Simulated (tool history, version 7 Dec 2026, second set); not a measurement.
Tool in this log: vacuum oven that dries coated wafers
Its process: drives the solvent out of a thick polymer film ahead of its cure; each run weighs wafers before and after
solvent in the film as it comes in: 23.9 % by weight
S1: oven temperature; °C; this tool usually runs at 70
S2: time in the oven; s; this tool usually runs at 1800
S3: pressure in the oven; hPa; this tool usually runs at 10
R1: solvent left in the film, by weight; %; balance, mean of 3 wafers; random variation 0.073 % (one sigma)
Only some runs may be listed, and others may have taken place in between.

Run 1, hour 0: usual settings. Result: R1 6.45 %.
Run 2, hour 28.2: usual settings. Result: R1 6.55 %.
Run 3, hour 65.6: usual settings but S2 1080 s. Result: R1 10.24 %.
Run 4, hour 91.3: usual settings but S2 1080 s. Result: R1 10.09 %.
At hour 122: oven's thermocouples calibrated.
Run 5, hour 122: usual settings but S2 1080 s. Result: R1 9.05 %.
Run 6, hour 156.6: usual settings but S2 1080 s. Result: R1 8.99 %.
Run 7, hour 196.4: usual settings but S2 1080 s. Result: R1 9.11 %.
Run 8, hour 217.1: usual settings. Result: R1 5.65 %.
Run 9, hour 237.9: usual settings but S1 82 °C. Result: R1 2.03 %.
Run 10, hour 278.2: usual settings. Result: R1 5.56 %.
Run 11, hour 301.9: usual settings. Result: R1 5.63 %.
Run 12, hour 319.4: usual settings. Result: R1 5.74 %.
Run 13, hour 351.4: usual settings but S1 75 °C. Result: R1 3.83 %.
Run 14, hour 370.7: usual settings. Result: R1 5.64 %.
Run 15, hour 392.7: usual settings. Result: R1 5.66 %.
Run 16, hour 413: usual settings. Result: R1 5.86 %.
Run 17, hour 450.8: usual settings. Result: R1 5.75 %.
Run 18, hour 479.6: usual settings. Result: R1 5.7 %.
Run 19, hour 505.1: usual settings but S1 61 °C, S3 25.2 hPa. Result: R1 10.47 %.
Run 20, hour 526.4: usual settings but S1 75 °C, S2 1560 s, S3 6.4 hPa. Result: R1 4.73 %.
Run 21, hour 557.7: usual settings but S1 75 °C, S2 960 s, S3 11.7 hPa. Result: R1 8.25 %.
Run 22, hour 587.6: usual settings but S1 62 °C, S3 29.5 hPa. Result: R1 10.62 %.
Run 23, hour 622.6: usual settings but S1 64 °C. Result: R1 8.26 %.
Run 24, hour 645.7: usual settings but S1 66 °C, S2 1020 s, S3 6.2 hPa. Result: R1 11.05 %.
Run 25, hour 684.2: usual settings but S1 66 °C, S2 1020 s, S3 6.2 hPa. Result: R1 11.17 %.
Run 26, hour 717.3: usual settings but S1 66 °C, S2 1020 s, S3 6.2 hPa. Result: R1 11.04 %.
Run 27, hour 756.3: usual settings but S1 71 °C, S3 15.7 hPa. Result: R1 5.85 %.
Run 28, hour 790.7: usual settings but S1 55 °C, S2 900 s, S3 15.7 hPa. Result: R1 16.23 %.
Run 29, hour 831.1: usual settings but S1 55 °C, S2 900 s, S3 15.7 hPa. Result: R1 16.23 %.
Run 30, hour 848.2: usual settings but S1 55 °C, S2 900 s, S3 28.5 hPa. Result: R1 16.62 %.
Run 31, hour 872: usual settings but S1 78 °C, S2 1740 s, S3 30.4 hPa. Result: R1 4.31 %.
Run 32, hour 894.3: usual settings but S1 78 °C, S2 1740 s, S3 30.4 hPa. Result: R1 4.33 %.
Run 33, hour 928.1: usual settings but S1 78 °C, S2 1860 s, S3 30.4 hPa. Result: R1 4.11 %.
Run 34, hour 967.6: usual settings but S1 78 °C, S2 1860 s, S3 30.4 hPa. Result: R1 3.98 %.

What if the next run were any one of these 3? Each begins from the tool's condition after run 34:
Run A, hour 995.8: usual settings but S3 7.4 hPa. Result: R1 ?.
Run B, hour 995.8: usual settings but S1 58 °C, S2 960 s, S3 30.4 hPa. Result: R1 ?.
Run C, hour 995.8: usual settings but S1 59 °C, S2 1620 s, S3 5.4 hPa. Result: R1 ?.

run     R1
  A   5.75
  B  15.83
  C  11.04
With the hidden condition removed and each run's random variation left untouched, the same runs would have given:
run     R1
  A   5.03
  B  15.16
  C  10.24
